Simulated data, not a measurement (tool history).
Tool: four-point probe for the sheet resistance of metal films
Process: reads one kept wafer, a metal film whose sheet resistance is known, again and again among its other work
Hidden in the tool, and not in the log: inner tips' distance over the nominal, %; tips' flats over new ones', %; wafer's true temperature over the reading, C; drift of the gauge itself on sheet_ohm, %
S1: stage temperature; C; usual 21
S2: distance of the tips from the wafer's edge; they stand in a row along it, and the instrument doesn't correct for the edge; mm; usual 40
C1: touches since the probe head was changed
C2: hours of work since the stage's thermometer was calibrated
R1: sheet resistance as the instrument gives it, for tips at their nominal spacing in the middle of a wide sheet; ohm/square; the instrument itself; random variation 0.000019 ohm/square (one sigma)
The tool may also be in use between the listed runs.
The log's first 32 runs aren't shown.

run	hour	S1	S2	C1	C2	R1
33	1936.9	29	4	176429	1074	0.092639
34	2023.8	29	4	179563	1110	0.09263
35	2105.9	35	37	182525	1143	0.091321
36	2191.6	35	37	185618	1178	0.091292
37	2238.1	23	10	187296	1198	0.091581
38	2305.3	24	19	189719	1225	0.091403
39	2376.6	24	19	192291	1254	0.091413
40	2419.1	24	8	193827	1272	0.091669
41	2506.5	24	8	196980	1308	0.091612
42	2565.8	24	37	199119	1332	0.09126
43	2637.2	21	22	201693	1361	0.091315
44	2677.8	22	15	203158	1378	0.09135
45	2740.3	22	15	205412	1404	0.091341
46	2778.4	19	9	206787	1419	0.091512

3 ways to go on from here, each from the tool as it stands after run 46. What would each give?
A	2849.3	20	9	209345	1448	?
B	2849.3	20	4	209345	1448	?
C	2849.3	21	13	209345	1448	?

run	R1
A	0.091452
B	0.09242
C	0.091344
Without the tool's hidden state the same runs would have given:
run	R1
A	0.092753
B	0.093734
C	0.092643
